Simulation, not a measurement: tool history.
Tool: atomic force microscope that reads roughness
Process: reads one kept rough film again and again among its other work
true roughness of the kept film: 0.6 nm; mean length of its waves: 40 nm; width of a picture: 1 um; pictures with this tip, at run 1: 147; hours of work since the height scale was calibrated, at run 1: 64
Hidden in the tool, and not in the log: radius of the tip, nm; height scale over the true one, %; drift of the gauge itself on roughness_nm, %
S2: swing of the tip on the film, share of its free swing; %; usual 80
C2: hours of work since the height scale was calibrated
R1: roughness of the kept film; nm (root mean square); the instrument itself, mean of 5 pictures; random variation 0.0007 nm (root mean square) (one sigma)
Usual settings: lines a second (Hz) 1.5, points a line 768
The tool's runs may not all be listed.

run 1 hour=0 | lines_a_second_(Hz)=1.5 S2=80 points_a_line=768 | pictures_with_this_tip=147 C2=64 | R1=0.4998
run 2 hour=13.5 | lines_a_second_(Hz)=1.5 S2=80 points_a_line=768 | pictures_with_this_tip=170 C2=74 | R1=0.4991
run 3 hour=23.8 | lines_a_second_(Hz)=1.5 S2=80 points_a_line=768 | pictures_with_this_tip=187 C2=81 | R1=0.4983
run 4 hour=32.4 | lines_a_second_(Hz)=1.5 S2=80 points_a_line=768 | pictures_with_this_tip=201 C2=87 | R1=0.498
-- hour=42.6 new tip fitted
run 5 hour=44.4 | lines_a_second_(Hz)=1.5 S2=80 points_a_line=768 | pictures_with_this_tip=2 C2=95 | R1=0.5047
run 6 hour=55.7 | lines_a_second_(Hz)=1.5 S2=80 points_a_line=768 | pictures_with_this_tip=21 C2=104 | R1=0.5044
run 7 hour=69.1 | lines_a_second_(Hz)=1.5 S2=80 points_a_line=768 | pictures_with_this_tip=44 C2=113 | R1=0.5033
run 8 hour=87.9 | lines_a_second_(Hz)=1.5 S2=80 points_a_line=768 | pictures_with_this_tip=75 C2=127 | R1=0.5028
run 9 hour=102 | lines_a_second_(Hz)=1.5 S2=80 points_a_line=768 | pictures_with_this_tip=98 C2=137 | R1=0.5029
run 10 hour=114.4 | lines_a_second_(Hz)=1.5 S2=80 points_a_line=768 | pictures_with_this_tip=119 C2=146 | R1=0.5009
-- hour=116.4 height scale calibrated on a step standard
run 11 hour=125.3 | lines_a_second_(Hz)=1.5 S2=80 points_a_line=768 | pictures_with_this_tip=136 C2=6 | R1=0.4983
run 12 hour=142.4 | lines_a_second_(Hz)=1.5 S2=80 points_a_line=428 | pictures_with_this_tip=164 C2=19 | R1=0.4974
run 13 hour=152.2 | lines_a_second_(Hz)=1.5 S2=58 points_a_line=768 | pictures_with_this_tip=180 C2=26 | R1=0.5561
run 14 hour=165.1 | lines_a_second_(Hz)=1.5 S2=58 points_a_line=768 | pictures_with_this_tip=202 C2=35 | R1=0.5552
-- hour=175.5 new tip fitted
run 15 hour=175.5 | lines_a_second_(Hz)=1.5 S2=80 points_a_line=768 | pictures_with_this_tip=0 C2=42 | R1=0.504
run 16 hour=190.7 | lines_a_second_(Hz)=1.5 S2=80 points_a_line=980 | pictures_with_this_tip=26 C2=53 | R1=0.5035
-- hour=197.4 height scale calibrated on a step standard, once more
run 17 hour=208 | lines_a_second_(Hz)=0.7 S2=75 points_a_line=264 | pictures_with_this_tip=53 C2=8 | R1=0.5533
run 18 hour=220 | lines_a_second_(Hz)=3.36 S2=61 points_a_line=991 | pictures_with_this_tip=73 C2=16 | R1=0.5236
run 19 hour=239.2 | lines_a_second_(Hz)=3.36 S2=61 points_a_line=991 | pictures_with_this_tip=105 C2=30 | R1=0.5225
run 20 hour=251.4 | lines_a_second_(Hz)=0.61 S2=66 points_a_line=840 | pictures_with_this_tip=125 C2=39 | R1=0.5697
run 21 hour=270.4 | lines_a_second_(Hz)=1.13 S2=71 points_a_line=702 | pictures_with_this_tip=157 C2=53 | R1=0.5429
run 22 hour=288.7 | lines_a_second_(Hz)=1.13 S2=71 points_a_line=702 | pictures_with_this_tip=187 C2=66 | R1=0.5417
run 23 hour=297.8 | lines_a_second_(Hz)=1.5 S2=80 points_a_line=603 | pictures_with_this_tip=202 C2=72 | R1=0.4985
-- hour=307.8 new tip fitted
run 24 hour=311.6 | lines_a_second_(Hz)=0.61 S2=61 points_a_line=294 | pictures_with_this_tip=6 C2=82 | R1=0.5748
run 25 hour=320.4 | lines_a_second_(Hz)=1.5 S2=84 points_a_line=273 | pictures_with_this_tip=21 C2=88 | R1=0.4869
run 26 hour=333.8 | lines_a_second_(Hz)=1.5 S2=80 points_a_line=650 | pictures_with_this_tip=43 C2=98 | R1=0.5056
run 27 hour=352.8 | lines_a_second_(Hz)=1.5 S2=56 points_a_line=284 | pictures_with_this_tip=75 C2=112 | R1=0.5622
run 28 hour=365.9 | lines_a_second_(Hz)=1.5 S2=56 points_a_line=284 | pictures_with_this_tip=97 C2=121 | R1=0.5612
run 29 hour=381.8 | lines_a_second_(Hz)=1.5 S2=89 points_a_line=284 | pictures_with_this_tip=123 C2=133 | R1=0.4633
run 30 hour=394.2 | lines_a_second_(Hz)=1.5 S2=80 points_a_line=565 | pictures_with_this_tip=144 C2=141 | R1=0.5005
run 31 hour=406.9 | lines_a_second_(Hz)=1.5 S2=80 points_a_line=565 | pictures_with_this_tip=165 C2=151 | R1=0.5002
run 32 hour=424.7 | lines_a_second_(Hz)=1.5 S2=70 points_a_line=768 | pictures_with_this_tip=195 C2=163 | R1=0.5302

The same runs without the tool's hidden state, with the same run-to-run variation:
run=1 R1=0.5069
run=2 R1=0.5071
run=3 R1=0.5069
run=4 R1=0.5072
run=5 R1=0.5069
run=6 R1=0.5072
run=7 R1=0.5069
run=8 R1=0.5075
run=9 R1=0.5085
run=10 R1=0.5072
run=11 R1=0.5064
run=12 R1=0.5065
run=13 R1=0.5669
run=14 R1=0.567
run=15 R1=0.5078
run=16 R1=0.5083
run=17 R1=0.5557
run=18 R1=0.5265
run=19 R1=0.5267
run=20 R1=0.5751
run=21 R1=0.5493
run=22 R1=0.5493
run=23 R1=0.5061
run=24 R1=0.5759
run=25 R1=0.4884
run=26 R1=0.5079
run=27 R1=0.5661
run=28 R1=0.5661
run=29 R1=0.4683
run=30 R1=0.5066
run=31 R1=0.5072
run=32 R1=0.5388
